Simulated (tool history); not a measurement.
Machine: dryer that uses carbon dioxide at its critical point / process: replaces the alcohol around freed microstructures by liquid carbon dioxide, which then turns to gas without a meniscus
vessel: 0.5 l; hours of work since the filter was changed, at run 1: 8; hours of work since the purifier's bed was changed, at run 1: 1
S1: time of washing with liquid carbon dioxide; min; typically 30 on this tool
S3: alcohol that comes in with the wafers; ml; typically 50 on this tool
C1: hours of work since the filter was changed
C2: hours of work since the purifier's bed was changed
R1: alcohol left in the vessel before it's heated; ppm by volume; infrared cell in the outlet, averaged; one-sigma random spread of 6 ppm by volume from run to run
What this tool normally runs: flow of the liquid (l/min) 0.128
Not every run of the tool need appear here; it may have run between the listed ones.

{"run": 1, "hour": 0.0, "S1": 30, "flow of the liquid (l/min)": 0.128, "S3": 50, "C1": 8, "C2": 1, "R1": 230}
{"run": 2, "hour": 10.1, "S1": 21, "flow of the liquid (l/min)": 0.128, "S3": 50, "C1": 12, "C2": 5, "R1": 1423}
{"run": 3, "hour": 21.6, "S1": 21, "flow of the liquid (l/min)": 0.128, "S3": 50, "C1": 17, "C2": 10, "R1": 1408}
{"run": 4, "hour": 26.7, "S1": 30, "flow of the liquid (l/min)": 0.128, "S3": 97, "C1": 19, "C2": 12, "R1": 451}
{"run": 5, "hour": 34.1, "S1": 30, "flow of the liquid (l/min)": 0.128, "S3": 97, "C1": 22, "C2": 15, "R1": 481}
{"run": 6, "hour": 46.4, "S1": 30, "flow of the liquid (l/min)": 0.128, "S3": 97, "C1": 27, "C2": 20, "R1": 473}
{"run": 7, "hour": 58.4, "S1": 30, "flow of the liquid (l/min)": 0.128, "S3": 50, "C1": 32, "C2": 25, "R1": 269}
{"run": 8, "hour": 66.7, "S1": 30, "flow of the liquid (l/min)": 0.11, "S3": 50, "C1": 36, "C2": 29, "R1": 639}
{"run": 9, "hour": 73.1, "S1": 30, "flow of the liquid (l/min)": 0.091, "S3": 50, "C1": 38, "C2": 31, "R1": 1585}
{"run": 10, "hour": 82.4, "S1": 30, "flow of the liquid (l/min)": 0.091, "S3": 50, "C1": 42, "C2": 35, "R1": 1691}
{"run": 11, "hour": 90.1, "S1": 30, "flow of the liquid (l/min)": 0.091, "S3": 50, "C1": 45, "C2": 38, "R1": 1650}
{"run": 12, "hour": 95.0, "S1": 30, "flow of the liquid (l/min)": 0.091, "S3": 50, "C1": 47, "C2": 41, "R1": 1615}
{"run": 13, "hour": 106.3, "S1": 30, "flow of the liquid (l/min)": 0.147, "S3": 50, "C1": 52, "C2": 45, "R1": 122}
{"run": 14, "hour": 112.6, "S1": 30, "flow of the liquid (l/min)": 0.147, "S3": 50, "C1": 55, "C2": 48, "R1": 115}
{"run": 15, "hour": 124.7, "S1": 30, "flow of the liquid (l/min)": 0.128, "S3": 50, "C1": 60, "C2": 53, "R1": 290}
{"run": 16, "hour": 135.2, "S1": 30, "flow of the liquid (l/min)": 0.128, "S3": 50, "C1": 64, "C2": 57, "R1": 310}
{"run": 17, "hour": 144.7, "S1": 30, "flow of the liquid (l/min)": 0.128, "S3": 24, "C1": 68, "C2": 61, "R1": 158}
{"run": 18, "hour": 153.8, "S1": 28, "flow of the liquid (l/min)": 0.128, "S3": 50, "C1": 72, "C2": 65, "R1": 461}
{"run": 19, "hour": 166.0, "S1": 30, "flow of the liquid (l/min)": 0.128, "S3": 113, "C1": 77, "C2": 70, "R1": 729}
{"run": 20, "hour": 176.6, "S1": 30, "flow of the liquid (l/min)": 0.128, "S3": 113, "C1": 81, "C2": 74, "R1": 733}
{"run": 21, "hour": 185.2, "S1": 30, "flow of the liquid (l/min)": 0.128, "S3": 113, "C1": 85, "C2": 78, "R1": 750}
{"run": 22, "hour": 192.8, "S1": 30, "flow of the liquid (l/min)": 0.128, "S3": 50, "C1": 88, "C2": 81, "R1": 339}
{"run": 23, "hour": 203.3, "S1": 30, "flow of the liquid (l/min)": 0.128, "S3": 50, "C1": 92, "C2": 86, "R1": 334}
{"run": 24, "hour": 210.2, "S1": 30, "flow of the liquid (l/min)": 0.128, "S3": 91, "C1": 95, "C2": 88, "R1": 647}
{"run": 25, "hour": 215.6, "S1": 30, "flow of the liquid (l/min)": 0.128, "S3": 95, "C1": 98, "C2": 91, "R1": 656}
{"run": 26, "hour": 222.7, "S1": 30, "flow of the liquid (l/min)": 0.167, "S3": 86, "C1": 101, "C2": 94, "R1": 118}
{"run": 27, "hour": 234.9, "S1": 30, "flow of the liquid (l/min)": 0.21, "S3": 50, "C1": 106, "C2": 99, "R1": 28}
{"run": 28, "hour": 244.8, "S1": 21, "flow of the liquid (l/min)": 0.121, "S3": 30, "C1": 110, "C2": 103, "R1": 1463}
{"run": 29, "hour": 254.1, "S1": 30, "flow of the liquid (l/min)": 0.128, "S3": 30, "C1": 114, "C2": 107, "R1": 246}
{"run": 30, "hour": 259.8, "S1": 30, "flow of the liquid (l/min)": 0.128, "S3": 30, "C1": 116, "C2": 109, "R1": 243}
{"run": 31, "hour": 270.6, "S1": 29, "flow of the liquid (l/min)": 0.085, "S3": 48, "C1": 121, "C2": 114, "R1": 2951}
{"run": 32, "hour": 281.5, "S1": 30, "flow of the liquid (l/min)": 0.171, "S3": 50, "C1": 125, "C2": 118, "R1": 61}
{"run": 33, "hour": 287.2, "S1": 30, "flow of the liquid (l/min)": 0.128, "S3": 48, "C1": 127, "C2": 121, "R1": 406}
{"run": 34, "hour": 294.8, "S1": 29, "flow of the liquid (l/min)": 0.079, "S3": 89, "C1": 131, "C2": 124, "R1": 7375}
{"run": 35, "hour": 304.8, "S1": 23, "flow of the liquid (l/min)": 0.139, "S3": 69, "C1": 135, "C2": 128, "R1": 1422}
{"run": 36, "hour": 312.9, "S1": 23, "flow of the liquid (l/min)": 0.139, "S3": 27, "C1": 138, "C2": 131, "R1": 566}
{"run": 37, "hour": 318.3, "S1": 23, "flow of the liquid (l/min)": 0.139, "S3": 27, "C1": 140, "C2": 134, "R1": 581}
{"run": 38, "hour": 326.1, "S1": 18, "flow of the liquid (l/min)": 0.113, "S3": 84, "C1": 144, "C2": 137, "R1": 9532}
{"run": 39, "hour": 334.6, "S1": 26, "flow of the liquid (l/min)": 0.2, "S3": 35, "C1": 147, "C2": 140, "R1": 56}
{"run": 40, "hour": 341.9, "S1": 26, "flow of the liquid (l/min)": 0.2, "S3": 35, "C1": 150, "C2": 143, "R1": 64}
{"hour": 352.9, "done": "inlet filter changed"}
{"run": 41, "hour": 354.4, "S1": 26, "flow of the liquid (l/min)": 0.2, "S3": 35, "C1": 1, "C2": 148, "R1": 35}
{"run": 42, "hour": 361.4, "S1": 26, "flow of the liquid (l/min)": 0.2, "S3": 35, "C1": 4, "C2": 151, "R1": 44}
{"run": 43, "hour": 371.7, "S1": 37, "flow of the liquid (l/min)": 0.199, "S3": 38, "C1": 8, "C2": 155, "R1": 29}
{"run": 44, "hour": 379.8, "S1": 38, "flow of the liquid (l/min)": 0.11, "S3": 71, "C1": 11, "C2": 159, "R1": 231}
{"run": 45, "hour": 390.5, "S1": 38, "flow of the liquid (l/min)": 0.11, "S3": 71, "C1": 16, "C2": 163, "R1": 244}
{"run": 46, "hour": 402.8, "S1": 19, "flow of the liquid (l/min)": 0.083, "S3": 34, "C1": 21, "C2": 168, "R1": 6281}
{"run": 47, "hour": 414.1, "S1": 19, "flow of the liquid (l/min)": 0.083, "S3": 34, "C1": 25, "C2": 173, "R1": 6367}

Branching from run 47: 3 alternative next runs. What would each branch give?
{"run": "A", "hour": 421.2, "S1": 45, "flow of the liquid (l/min)": 0.083, "S3": 30, "C1": 28, "C2": 176, "R1": "?"}
{"run": "B", "hour": 421.2, "S1": 20, "flow of the liquid (l/min)": 0.122, "S3": 57, "C1": 28, "C2": 176, "R1": "?"}
{"run": "C", "hour": 421.2, "S1": 24, "flow of the liquid (l/min)": 0.164, "S3": 76, "C1": 28, "C2": 176, "R1": "?"}

run=A R1=250
run=B R1=2604
run=C R1=314
With no hidden state in the tool, these same runs would have given:
run=A R1=197
run=B R1=2357
run=C R1=248
